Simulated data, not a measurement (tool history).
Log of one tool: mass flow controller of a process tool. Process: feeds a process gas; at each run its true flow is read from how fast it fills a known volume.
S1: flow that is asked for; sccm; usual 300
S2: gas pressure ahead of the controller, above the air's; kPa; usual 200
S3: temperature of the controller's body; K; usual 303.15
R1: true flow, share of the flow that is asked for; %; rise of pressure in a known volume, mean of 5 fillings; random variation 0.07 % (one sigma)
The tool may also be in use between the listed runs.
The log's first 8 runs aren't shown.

Run 9, hour 2083.5: usual settings. Result: R1 100.64 %.
Run 10, hour 2280.6: usual settings. Result: R1 100.65 %.
Run 11, hour 2637.6: usual settings but S2 209 kPa. Result: R1 100.79 %.
At hour 2828.3: controller's zero set anew.
Run 12, hour 2976.9: usual settings. Result: R1 99.31 %.
Run 13, hour 3274.6: usual settings. Result: R1 99.36 %.
Run 14, hour 3571.1: usual settings but S1 94 sccm. Result: R1 98.86 %.
Run 15, hour 3810.1: usual settings. Result: R1 99.37 %.
Run 16, hour 4125.6: usual settings but S1 105 sccm, S2 264 kPa, S3 298.15 K. Result: R1 99.8 %.
Run 17, hour 4444.9: usual settings but S1 244 sccm, S2 212 kPa, S3 299.15 K. Result: R1 99.6 %.
Run 18, hour 4630.7: usual settings but S1 349 sccm, S2 221 kPa, S3 296.15 K. Result: R1 100.38 %.
Run 19, hour 4972.9: usual settings but S1 116 sccm, S2 271 kPa. Result: R1 99.69 %.
Run 20, hour 5361: usual settings but S1 138 sccm, S3 312.15 K. Result: R1 98.6 %.
Run 21, hour 5601.6: usual settings but S1 138 sccm, S2 172 kPa, S3 312.15 K. Result: R1 98.51 %.
Run 22, hour 5862.3: usual settings but S1 267 sccm, S2 154 kPa, S3 306.15 K. Result: R1 99.1 %.
Run 23, hour 6028: usual settings but S1 199 sccm, S2 221 kPa, S3 295.15 K. Result: R1 100.22 %.
Run 24, hour 6319.8: usual settings but S1 199 sccm, S2 221 kPa, S3 296.15 K. Result: R1 100.24 %.
Run 25, hour 6629.9: usual settings but S1 71 sccm, S2 221 kPa, S3 296.15 K. Result: R1 101.13 %.
Run 26, hour 6918.6: usual settings but S1 59 sccm, S2 207 kPa, S3 307.15 K. Result: R1 100.51 %.
Run 27, hour 7272.7: usual settings but S1 59 sccm, S2 207 kPa, S3 307.15 K. Result: R1 100.68 %.
Run 28, hour 7442.9: usual settings but S1 63 sccm, S2 207 kPa, S3 299.15 K. Result: R1 101.28 %.
Run 29, hour 7704.2: usual settings but S1 63 sccm, S2 207 kPa, S3 299.15 K. Result: R1 101.54 %.
Run 30, hour 8004.5: usual settings but S1 63 sccm, S2 207 kPa, S3 299.15 K. Result: R1 101.68 %.

3 ways to go on from here, each from the tool as it stands after run 30. What would each give?
Run A, hour 8313.6: usual settings but S3 308.15 K. Result: R1 ?.
Run B, hour 8313.6: usual settings but S1 150 sccm, S2 267 kPa, S3 312.15 K. Result: R1 ?.
Run C, hour 8313.6: usual settings but S1 269 sccm, S2 245 kPa, S3 309.15 K. Result: R1 ?.

run     R1
  A  99.43
  B  99.63
  C  99.72
Without the tool's hidden state the same runs would have given:
run     R1
  A   98.3
  B   97.9
  C  98.52
